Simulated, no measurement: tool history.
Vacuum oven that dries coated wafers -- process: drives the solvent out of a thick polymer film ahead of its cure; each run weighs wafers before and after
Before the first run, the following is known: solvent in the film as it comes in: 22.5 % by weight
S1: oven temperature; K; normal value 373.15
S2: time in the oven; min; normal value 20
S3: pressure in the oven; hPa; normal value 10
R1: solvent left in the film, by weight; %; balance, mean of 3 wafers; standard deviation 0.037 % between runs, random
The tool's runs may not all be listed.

| run | hour | S1 | S2 | S3 | R1 |
|---|---|---|---|---|---|
| 1 | 0 | 373.15 | 20 | 10 | 1.15 |
| 2 | 24 | 373.15 | 20 | 10 | 1.05 |
| 3 | 52.7 | 373.15 | 20 | 10 | 1.08 |
| 4 | 85.2 | 373.15 | 20 | 10 | 1.04 |
| 5 | 118.1 | 373.15 | 15 | 10 | 1.94 |
| 6 | 136.1 | 366.15 | 20 | 10 | 2.41 |
| 7 | 157.4 | 366.15 | 20 | 10 | 2.33 |
| 8 | 192.3 | 366.15 | 20 | 10 | 2.36 |
| 9 | 217.2 | 386.15 | 20 | 10 | 0.34 |
| 10 | 254.7 | 386.15 | 20 | 10 | 0.32 |
| 11 | 274 | 386.15 | 20 | 10 | 0.32 |
| 12 | 307.7 | 386.15 | 20 | 10 | 0.28 |
| 13 | 346.2 | 373.15 | 16 | 10 | 1.66 |
| 14 | 370.3 | 373.15 | 16 | 10 | 1.68 |
| 15 | 408.3 | 373.15 | 16 | 10 | 1.67 |
| 16 | 436.2 | 373.15 | 16 | 10 | 1.63 |
| 17 | 477.4 | 373.15 | 23 | 10 | 0.83 |
| 18 | 505 | 373.15 | 23 | 10 | 0.81 |
| 19 | 526.4 | 373.15 | 23 | 10 | 0.82 |
| 20 | 543.9 | 373.15 | 20 | 10 | 1.15 |
| 21 | 575.5 | 373.15 | 20 | 10 | 1.06 |
| 22 | 604.1 | 373.15 | 27 | 10 | 0.59 |
| 23 | 637.6 | 373.15 | 27 | 10 | 0.66 |
| 24 | 674.3 | 380.15 | 24 | 10 | 0.41 |
| 25 | 707.9 | 373.15 | 29 | 12.3 | 0.74 |
| 26 | 729.6 | 378.15 | 19 | 23.4 | 1.16 |
| 27 | 759.8 | 387.15 | 19 | 5 | 0.17 |
| 28 | 786.2 | 387.15 | 19 | 5 | 0.12 |
| 29 | 805 | 387.15 | 19 | 5 | 0.13 |
| 30 | 829.4 | 383.15 | 20 | 26 | 0.89 |
| 31 | 846.7 | 383.15 | 20 | 26 | 0.95 |
| 32 | 888.9 | 366.15 | 11 | 10 | 5.51 |
| 33 | 926.2 | 366.15 | 11 | 10 | 5.69 |
| 34 | 954.2 | 366.15 | 31 | 28.2 | 2.11 |
| 35 | 983.2 | 388.15 | 18 | 12.5 | 0.41 |
| 36 | 1011.4 | 373.15 | 20 | 35.5 | 2.21 |
| 37 | 1047.1 | 359.15 | 10 | 10 | 8.76 |
| 38 | 1086 | 376.15 | 23 | 18.5 | 0.96 |
| 39 | 1118.4 | 377.15 | 32 | 8.8 | 0.36 |
| 40 | 1135.9 | 373.15 | 17 | 29 | 2.36 |
| 41 | 1157.6 | 373.15 | 11 | 36.4 | 4.44 |
| 42 | 1189.6 | 373.15 | 11 | 36.4 | 4.35 |
| 43 | 1222.9 | 373.15 | 23 | 8 | 0.74 |
| 44 | 1253.8 | 373.15 | 23 | 8 | 0.74 |
| 45 | 1295.3 | 380.15 | 20 | 11.5 | 0.55 |
| 46 | 1317.3 | 380.15 | 10 | 20.8 | 2.36 |

Removed from this log: 1 entry logged between the listed runs. Between which two listed runs does each belong, and how does the tool's hidden state at the listed run before it compare with that at the listed run after it?
In the gap between runs 23 and 24: oven's thermocouples calibrated (hour 642.6)
  true wafer temperature over the reading, C: -0.06 -> 0

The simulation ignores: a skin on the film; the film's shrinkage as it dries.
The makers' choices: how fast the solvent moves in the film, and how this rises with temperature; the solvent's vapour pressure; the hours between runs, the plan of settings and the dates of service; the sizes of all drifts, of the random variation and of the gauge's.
